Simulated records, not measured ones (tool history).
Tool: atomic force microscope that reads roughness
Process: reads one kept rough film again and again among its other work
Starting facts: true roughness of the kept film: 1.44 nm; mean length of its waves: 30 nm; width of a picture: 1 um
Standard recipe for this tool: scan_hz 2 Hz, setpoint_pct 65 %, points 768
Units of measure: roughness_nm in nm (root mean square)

| run | hour | scan_hz | setpoint_pct | points | roughness_nm |
|---|---|---|---|---|---|
| 1 | 0 | 2 | 65 | 768 | 1.297 |
| 2 | 60.6 | 2 | 65 | 768 | 1.304 |
| 3 | 98.5 | 2 | 65 | 768 | 1.296 |
|  | 128.1 | new tip fitted |
| 4 | 150.5 | 2 | 56 | 768 | 1.338 |
| 5 | 200.5 | 2 | 56 | 768 | 1.345 |
| 6 | 237.3 | 1.59 | 56 | 768 | 1.349 |

Run 7, settings as shown, results not yet in. Your forecast:
| 7 | 314 | 1.59 | 64 | 768 | ? |

roughness_nm: 1.321 nm (root mean square)
With no hidden state in the tool, this same run would have given roughness_nm 1.323 nm (root mean square).
